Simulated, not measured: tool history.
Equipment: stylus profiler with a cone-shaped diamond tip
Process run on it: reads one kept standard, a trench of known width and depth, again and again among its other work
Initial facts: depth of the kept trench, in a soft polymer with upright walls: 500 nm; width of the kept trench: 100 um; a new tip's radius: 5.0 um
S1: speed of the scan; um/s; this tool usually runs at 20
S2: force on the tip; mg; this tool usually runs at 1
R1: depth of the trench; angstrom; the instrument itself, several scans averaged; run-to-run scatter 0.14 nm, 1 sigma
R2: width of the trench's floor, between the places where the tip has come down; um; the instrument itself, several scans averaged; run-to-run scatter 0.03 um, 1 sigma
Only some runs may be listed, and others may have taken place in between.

run 1 day=0 | S1=20 S2=1 | R1=5012.8 R2=95.09
run 2 day=0.421 | S1=20 S2=1 | R1=5013.7 R2=95.06
run 3 day=0.879 | S1=20 S2=1 | R1=5015.8 R2=95.09
run 4 day=1.646 | S1=20 S2=1 | R1=5011.9 R2=95.09
run 5 day=2.383 | S1=37 S2=1 | R1=5016.2 R2=94.98
run 6 day=2.85 | S1=6 S2=1 | R1=5013.7 R2=95.11
run 7 day=3.438 | S1=6 S2=1 | R1=5012.7 R2=95.11
run 8 day=3.992 | S1=23 S2=1 | R1=5012.1 R2=95.04
run 9 day=4.729 | S1=20 S2=1 | R1=5015.2 R2=95.04
run 10 day=5.467 | S1=20 S2=1 | R1=5013.4 R2=95.02
run 11 day=5.996 | S1=20 S2=1 | R1=5010.1 R2=94.97
run 12 day=6.55 | S1=20 S2=1 | R1=5011 R2=94.98
run 13 day=7.067 | S1=20 S2=1.88 | R1=5024.7 R2=95
run 14 day=7.592 | S1=20 S2=1.17 | R1=5013.8 R2=94.98
run 15 day=7.979 | S1=20 S2=1.17 | R1=5015.2 R2=94.94
run 16 day=8.7 | S1=20 S2=1.17 | R1=5012.5 R2=94.99
run 17 day=9.275 | S1=8 S2=1 | R1=5011.7 R2=95.02
run 18 day=9.975 | S1=8 S2=1 | R1=5010.9 R2=94.99
run 19 day=10.533 | S1=8 S2=1 | R1=5012.5 R2=95.02
run 20 day=10.971 | S1=8 S2=1 | R1=5008.7 R2=94.99
run 21 day=11.392 | S1=8 S2=1 | R1=5011.6 R2=95.01
run 22 day=11.996 | S1=8 S2=1 | R1=5011.5 R2=94.98
run 23 day=12.612 | S1=20 S2=1 | R1=5008.2 R2=94.96
run 24 day=13.25 | S1=20 S2=1.02 | R1=5009.5 R2=94.9
run 25 day=13.758 | S1=20 S2=1.02 | R1=5013.2 R2=94.87
run 26 day=14.233 | S1=68 S2=2.02 | R1=5024.3 R2=94.74
run 27 day=14.704 | S1=19 S2=0.59 | R1=5002.1 R2=94.92
run 28 day=15.071 | S1=31 S2=0.59 | R1=5000.5 R2=94.65
run 29 day=15.533 | S1=44 S2=0.41 | R1=4997.1 R2=94.56
run 30 day=16.075 | S1=6 S2=0.69 | R1=5001.7 R2=94.93
run 31 day=16.621 | S1=6 S2=0.69 | R1=5003.7 R2=95
run 32 day=17.15 | S1=13 S2=0.82 | R1=5004.1 R2=94.84
run 33 day=17.738 | S1=15 S2=1 | R1=5007.6 R2=94.86
run 34 day=18.083 | S1=43 S2=1 | R1=5007.1 R2=94.67
run 35 day=18.654 | S1=20 S2=1.12 | R1=5008.4 R2=94.83
run 36 day=19.15 | S1=23 S2=1.04 | R1=5008.2 R2=94.76
run 37 day=19.571 | S1=23 S2=1.04 | R1=5008 R2=94.74
run 38 day=19.946 | S1=34 S2=0.37 | R1=4996.3 R2=94.54
run 39 day=20.379 | S1=20 S2=0.73 | R1=5005 R2=94.79
run 40 day=20.717 | S1=33 S2=2.21 | R1=5021.5 R2=94.75
run 41 day=21.475 | S1=75 S2=0.39 | R1=4995.7 R2=94.15
run 42 day=22.121 | S1=75 S2=0.39 | R1=4992.3 R2=94.08
run 43 day=22.512 | S1=17 S2=1.63 | R1=5013.5 R2=94.88
run 44 day=23.192 | S1=79 S2=2.16 | R1=5020.6 R2=94.52
run 45 day=23.854 | S1=79 S2=1.16 | R1=5007.2 R2=94.39
run 46 day=24.338 | S1=7 S2=0.98 | R1=5003.5 R2=94.82

5 ways to go on from here, each from the tool as it stands after run 46. What would each give?
run A day=25.121 | S1=19 S2=0.96 | R1=? R2=?
run B day=25.121 | S1=17 S2=0.36 | R1=? R2=?
run C day=25.121 | S1=7 S2=2.4 | R1=? R2=?
run D day=25.121 | S1=18 S2=0.58 | R1=? R2=?
run E day=25.121 | S1=9 S2=1 | R1=? R2=?

run=A R1=5006.9 R2=94.72
run=B R1=4994 R2=94.66
run=C R1=5023.3 R2=94.81
run=D R1=4996.1 R2=94.68
run=E R1=5003.9 R2=94.78
Stripped of hidden state, with their random variation kept, the same runs would have yielded:
run=A R1=5025.7 R2=95.51
run=B R1=5012.8 R2=95.45
run=C R1=5042.2 R2=95.6
run=D R1=5014.9 R2=95.47
run=E R1=5022.7 R2=95.57
